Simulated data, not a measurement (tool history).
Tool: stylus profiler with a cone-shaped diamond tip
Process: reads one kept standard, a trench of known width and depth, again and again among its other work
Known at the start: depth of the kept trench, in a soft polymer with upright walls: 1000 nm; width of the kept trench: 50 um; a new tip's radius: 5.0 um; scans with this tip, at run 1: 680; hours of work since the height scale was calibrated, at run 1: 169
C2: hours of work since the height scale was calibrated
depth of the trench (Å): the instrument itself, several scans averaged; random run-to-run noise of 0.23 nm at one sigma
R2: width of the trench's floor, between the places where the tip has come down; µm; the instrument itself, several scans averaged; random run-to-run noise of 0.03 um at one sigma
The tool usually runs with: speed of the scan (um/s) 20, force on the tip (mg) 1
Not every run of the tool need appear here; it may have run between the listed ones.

run 1 hour=0 | speed_of_the_scan_(um/s)=20 force_on_the_tip_(mg)=1 | scans_with_this_tip=680 C2=169 | depth_of_the_trench_(Å)=10093.5 R2=43.85
run 2 hour=12.1 | speed_of_the_scan_(um/s)=20 force_on_the_tip_(mg)=1 | scans_with_this_tip=700 C2=174 | depth_of_the_trench_(Å)=10096.7 R2=43.82
run 3 hour=27.3 | speed_of_the_scan_(um/s)=20 force_on_the_tip_(mg)=1 | scans_with_this_tip=724 C2=180 | depth_of_the_trench_(Å)=10095.5 R2=43.85
run 4 hour=43.5 | speed_of_the_scan_(um/s)=20 force_on_the_tip_(mg)=1 | scans_with_this_tip=751 C2=186 | depth_of_the_trench_(Å)=10094.9 R2=43.84
run 5 hour=54.2 | speed_of_the_scan_(um/s)=20 force_on_the_tip_(mg)=1 | scans_with_this_tip=768 C2=191 | depth_of_the_trench_(Å)=10095.3 R2=43.87
run 6 hour=73.2 | speed_of_the_scan_(um/s)=20 force_on_the_tip_(mg)=1 | scans_with_this_tip=799 C2=198 | depth_of_the_trench_(Å)=10093 R2=43.77
run 7 hour=84.8 | speed_of_the_scan_(um/s)=20 force_on_the_tip_(mg)=1 | scans_with_this_tip=818 C2=203 | depth_of_the_trench_(Å)=10097.9 R2=43.8
run 8 hour=101.8 | speed_of_the_scan_(um/s)=24 force_on_the_tip_(mg)=1 | scans_with_this_tip=846 C2=210 | depth_of_the_trench_(Å)=10097 R2=43.78
run 9 hour=110.7 | speed_of_the_scan_(um/s)=24 force_on_the_tip_(mg)=1 | scans_with_this_tip=860 C2=213 | depth_of_the_trench_(Å)=10092.9 R2=43.76
run 10 hour=124 | speed_of_the_scan_(um/s)=20 force_on_the_tip_(mg)=0.72 | scans_with_this_tip=882 C2=219 | depth_of_the_trench_(Å)=10078.7 R2=43.81
run 11 hour=134.9 | speed_of_the_scan_(um/s)=20 force_on_the_tip_(mg)=0.72 | scans_with_this_tip=899 C2=223 | depth_of_the_trench_(Å)=10076.7 R2=43.81
run 12 hour=153.8 | speed_of_the_scan_(um/s)=20 force_on_the_tip_(mg)=0.72 | scans_with_this_tip=930 C2=231 | depth_of_the_trench_(Å)=10079.2 R2=43.74
run 13 hour=164.5 | speed_of_the_scan_(um/s)=20 force_on_the_tip_(mg)=0.91 | scans_with_this_tip=948 C2=235 | depth_of_the_trench_(Å)=10092.4 R2=43.79
run 14 hour=177.2 | speed_of_the_scan_(um/s)=20 force_on_the_tip_(mg)=0.5 | scans_with_this_tip=968 C2=240 | depth_of_the_trench_(Å)=10064 R2=43.74
run 15 hour=192.3 | speed_of_the_scan_(um/s)=20 force_on_the_tip_(mg)=0.5 | scans_with_this_tip=993 C2=246 | depth_of_the_trench_(Å)=10062.6 R2=43.74
run 16 hour=210.3 | speed_of_the_scan_(um/s)=20 force_on_the_tip_(mg)=1 | scans_with_this_tip=1022 C2=254 | depth_of_the_trench_(Å)=10097.1 R2=43.82
run 17 hour=225.2 | speed_of_the_scan_(um/s)=20 force_on_the_tip_(mg)=1 | scans_with_this_tip=1047 C2=260 | depth_of_the_trench_(Å)=10100.2 R2=43.83
run 18 hour=237.9 | speed_of_the_scan_(um/s)=20 force_on_the_tip_(mg)=1 | scans_with_this_tip=1067 C2=265 | depth_of_the_trench_(Å)=10094.4 R2=43.8
run 19 hour=253.9 | speed_of_the_scan_(um/s)=20 force_on_the_tip_(mg)=1 | scans_with_this_tip=1093 C2=271 | depth_of_the_trench_(Å)=10098 R2=43.8
run 20 hour=272.5 | speed_of_the_scan_(um/s)=20 force_on_the_tip_(mg)=0.85 | scans_with_this_tip=1123 C2=279 | depth_of_the_trench_(Å)=10086.5 R2=43.77
run 21 hour=281.2 | speed_of_the_scan_(um/s)=20 force_on_the_tip_(mg)=0.85 | scans_with_this_tip=1138 C2=282 | depth_of_the_trench_(Å)=10088.3 R2=43.8
run 22 hour=294.7 | speed_of_the_scan_(um/s)=20 force_on_the_tip_(mg)=2.49 | scans_with_this_tip=1160 C2=288 | depth_of_the_trench_(Å)=10170.5 R2=43.84
run 23 hour=306.5 | speed_of_the_scan_(um/s)=20 force_on_the_tip_(mg)=2.49 | scans_with_this_tip=1179 C2=292 | depth_of_the_trench_(Å)=10173.7 R2=43.83
run 24 hour=319.8 | speed_of_the_scan_(um/s)=52 force_on_the_tip_(mg)=2.49 | scans_with_this_tip=1201 C2=298 | depth_of_the_trench_(Å)=10168.6 R2=43.73
run 25 hour=328.8 | speed_of_the_scan_(um/s)=52 force_on_the_tip_(mg)=2.49 | scans_with_this_tip=1215 C2=301 | depth_of_the_trench_(Å)=10178.8 R2=43.73
run 26 hour=340.3 | speed_of_the_scan_(um/s)=52 force_on_the_tip_(mg)=2.49 | scans_with_this_tip=1234 C2=306 | depth_of_the_trench_(Å)=10175.9 R2=43.72
run 27 hour=352.3 | speed_of_the_scan_(um/s)=14 force_on_the_tip_(mg)=0.42 | scans_with_this_tip=1253 C2=311 | depth_of_the_trench_(Å)=10059.9 R2=43.73
run 28 hour=370.5 | speed_of_the_scan_(um/s)=14 force_on_the_tip_(mg)=0.42 | scans_with_this_tip=1283 C2=318 | depth_of_the_trench_(Å)=10060.9 R2=43.78
run 29 hour=379 | speed_of_the_scan_(um/s)=8 force_on_the_tip_(mg)=1.55 | scans_with_this_tip=1297 C2=322 | depth_of_the_trench_(Å)=10128.3 R2=43.8
run 30 hour=393.2 | speed_of_the_scan_(um/s)=71 force_on_the_tip_(mg)=1.2 | scans_with_this_tip=1320 C2=328 | depth_of_the_trench_(Å)=10112.6 R2=43.54
run 31 hour=401.5 | speed_of_the_scan_(um/s)=60 force_on_the_tip_(mg)=0.42 | scans_with_this_tip=1334 C2=331 | depth_of_the_trench_(Å)=10056.4 R2=43.38
run 32 hour=414.8 | speed_of_the_scan_(um/s)=10 force_on_the_tip_(mg)=0.38 | scans_with_this_tip=1355 C2=336 | depth_of_the_trench_(Å)=10055.7 R2=43.77
run 33 hour=433.4 | speed_of_the_scan_(um/s)=10 force_on_the_tip_(mg)=0.38 | scans_with_this_tip=1385 C2=344 | depth_of_the_trench_(Å)=10055.5 R2=43.78
run 34 hour=442.3 | speed_of_the_scan_(um/s)=16 force_on_the_tip_(mg)=0.51 | scans_with_this_tip=1400 C2=347 | depth_of_the_trench_(Å)=10063.7 R2=43.79
run 35 hour=456.6 | speed_of_the_scan_(um/s)=20 force_on_the_tip_(mg)=0.42 | scans_with_this_tip=1423 C2=353 | depth_of_the_trench_(Å)=10059.6 R2=43.7
run 36 hour=467 | speed_of_the_scan_(um/s)=20 force_on_the_tip_(mg)=1.99 | scans_with_this_tip=1440 C2=357 | depth_of_the_trench_(Å)=10150.8 R2=43.78
run 37 hour=476.7 | speed_of_the_scan_(um/s)=20 force_on_the_tip_(mg)=1.99 | scans_with_this_tip=1456 C2=361 | depth_of_the_trench_(Å)=10151.7 R2=43.76
run 38 hour=493.5 | speed_of_the_scan_(um/s)=13 force_on_the_tip_(mg)=2.32 | scans_with_this_tip=1483 C2=368 | depth_of_the_trench_(Å)=10167 R2=43.79
run 39 hour=504.9 | speed_of_the_scan_(um/s)=29 force_on_the_tip_(mg)=2.91 | scans_with_this_tip=1502 C2=373 | depth_of_the_trench_(Å)=10195.9 R2=43.8
run 40 hour=515 | speed_of_the_scan_(um/s)=28 force_on_the_tip_(mg)=0.37 | scans_with_this_tip=1518 C2=377 | depth_of_the_trench_(Å)=10052.1 R2=43.59
run 41 hour=526.8 | speed_of_the_scan_(um/s)=12 force_on_the_tip_(mg)=0.37 | scans_with_this_tip=1538 C2=381 | depth_of_the_trench_(Å)=10054.6 R2=43.74
run 42 hour=536.8 | speed_of_the_scan_(um/s)=7 force_on_the_tip_(mg)=0.34 | scans_with_this_tip=1554 C2=385 | depth_of_the_trench_(Å)=10053.7 R2=43.78
run 43 hour=552.5 | speed_of_the_scan_(um/s)=13 force_on_the_tip_(mg)=1 | scans_with_this_tip=1579 C2=392 | depth_of_the_trench_(Å)=10098.8 R2=43.77
run 44 hour=571.1 | speed_of_the_scan_(um/s)=13 force_on_the_tip_(mg)=2.58 | scans_with_this_tip=1610 C2=399 | depth_of_the_trench_(Å)=10185 R2=43.81
run 45 hour=583.6 | speed_of_the_scan_(um/s)=55 force_on_the_tip_(mg)=0.82 | scans_with_this_tip=1630 C2=404 | depth_of_the_trench_(Å)=10085.6 R2=43.56
run 46 hour=591.5 | speed_of_the_scan_(um/s)=20 force_on_the_tip_(mg)=1.45 | scans_with_this_tip=1643 C2=408 | depth_of_the_trench_(Å)=10126.4 R2=43.74
run 47 hour=599.4 | speed_of_the_scan_(um/s)=15 force_on_the_tip_(mg)=1.19 | scans_with_this_tip=1656 C2=411 | depth_of_the_trench_(Å)=10112.1 R2=43.75

Pick out some run-to-run changes in depth of the trench (Å). Of each, how much would a tool without hidden state show as well, from the settings, what came in and chance, and how much is left for the hidden state and any gauge scatter not in both results compared?
Hidden state at play: radius of the tip, um; height scale over the true one, %; drift of the gauge itself on depth_nm, %; drift of the gauge itself on floor_um, %.
Run 2 -> 3: nothing adjusted, nothing logged. depth of the trench (Å) -1.2: hidden state +0.2, all else -1.4.
Run 4 -> 5: nothing adjusted, nothing logged. depth of the trench (Å) +0.4: hidden state +0.2, all else +0.2.
Run 7 -> 8: speed of the scan (um/s) 20 -> 24. depth of the trench (Å) -0.9: hidden state +0.2, all else -1.1.
Run 26 -> 27: speed of the scan (um/s) 52 -> 14, force on the tip (mg) 2.49 -> 0.42. depth of the trench (Å) -116: hidden state +0, all else -116.
Run 39 -> 40: speed of the scan (um/s) 29 -> 28, force on the tip (mg) 2.91 -> 0.37. depth of the trench (Å) -143.8: hidden state -0.1, all else -143.7.
Run 44 -> 45: speed of the scan (um/s) 13 -> 55, force on the tip (mg) 2.58 -> 0.82. depth of the trench (Å) -99.4: hidden state +0, all else -99.4.
